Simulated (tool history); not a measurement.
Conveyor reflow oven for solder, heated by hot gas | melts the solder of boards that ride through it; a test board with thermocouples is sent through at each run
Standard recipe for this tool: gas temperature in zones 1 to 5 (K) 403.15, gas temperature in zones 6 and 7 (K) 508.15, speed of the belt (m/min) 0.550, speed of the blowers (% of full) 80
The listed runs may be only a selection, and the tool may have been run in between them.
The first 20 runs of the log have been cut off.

run	hour	gas temperature in zones 1 to 5 (K)	gas temperature in zones 6 and 7 (K)	speed of the belt (m/min)	speed of the blowers (% of full)	hours of work since the flux was cleaned out	hours of work since the belt drive was overhauled	hours of work since the thermocouples were changed	highest temperature of the board (K)	time above the solder's melting point (s)
21	226.1	397.15	508.15	0.470	80	36	283	772	498.05	69.5
22	235.0	397.15	508.15	0.470	80	41	289	778	497.75	69.6
23	247.0	388.15	508.15	0.559	80	49	296	786	490.95	50.4
24	258.4	388.15	508.15	0.559	53	56	303	793	481.05	40.3
25	269.2	400.15	506.15	0.550	89	63	310	800	493.35	56.8
26	283.3	403.15	508.15	0.550	88	72	319	809	495.45	59.1
27	294.6	403.15	509.15	0.550	80	79	326	816	495.05	57.8
28	303.8	389.15	520.15	0.550	71	85	332	822	499.15	56.9
29	314.6	389.15	520.15	0.550	71	92	339	828	499.45	56.3

Expected results for the next run?
30	322.7	389.15	520.15	0.587	64	97	344	833	?	?

Run 30 measured highest temperature of the board (K) 493.75, time above the solder's melting point (s) 48.9.
Take away the tool's hidden state, keep the run-to-run variation as it was, and the same run would have given highest temperature of the board (K) 493.65, time above the solder's melting point (s) 48.7.

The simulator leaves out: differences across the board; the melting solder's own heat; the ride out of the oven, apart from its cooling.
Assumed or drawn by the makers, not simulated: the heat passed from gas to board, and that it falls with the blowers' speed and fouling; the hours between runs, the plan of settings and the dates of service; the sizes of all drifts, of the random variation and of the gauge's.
